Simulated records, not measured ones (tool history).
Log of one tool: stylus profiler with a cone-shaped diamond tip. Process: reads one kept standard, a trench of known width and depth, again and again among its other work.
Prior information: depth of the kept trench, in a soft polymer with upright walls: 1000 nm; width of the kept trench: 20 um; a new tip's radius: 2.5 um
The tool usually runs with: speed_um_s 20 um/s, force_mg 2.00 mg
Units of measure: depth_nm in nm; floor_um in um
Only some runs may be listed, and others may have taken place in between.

run   hour  speed_um_s  force_mg  depth_nm  floor_um
  1    0.0          20      2.00   1011.74     15.29
  2   11.1          26      2.00   1011.86     15.34
  3   27.2          20      2.00   1011.89     15.22
  4   39.5          20      2.00   1012.22     15.33
  5   51.7          20      2.00   1012.20     15.27
  6   66.2          20      2.00   1011.55     15.25
  7   81.8          20      2.00   1011.39     15.22
  8   99.3          20      2.00   1012.21     15.27
  9  108.9          20      2.00   1011.89     15.27
 10  122.8          64      4.95   1021.87     15.14
 11  132.9          23      2.90   1015.40     15.23
 12  146.0          38      1.27   1008.62     15.11
 13  155.5          72      1.27   1008.95     15.02
 14  163.1          27      2.02   1011.86     15.14
 15  170.7          60      2.85   1014.83     15.05

For run 16, what comes out?
 16  179.2          20      0.80         ?         ?

depth_nm: 1006.70 nm
floor_um: 15.14 um
Had the tool carried no hidden state, the very same run would have given depth_nm 1006.69 nm, floor_um 15.94 um.
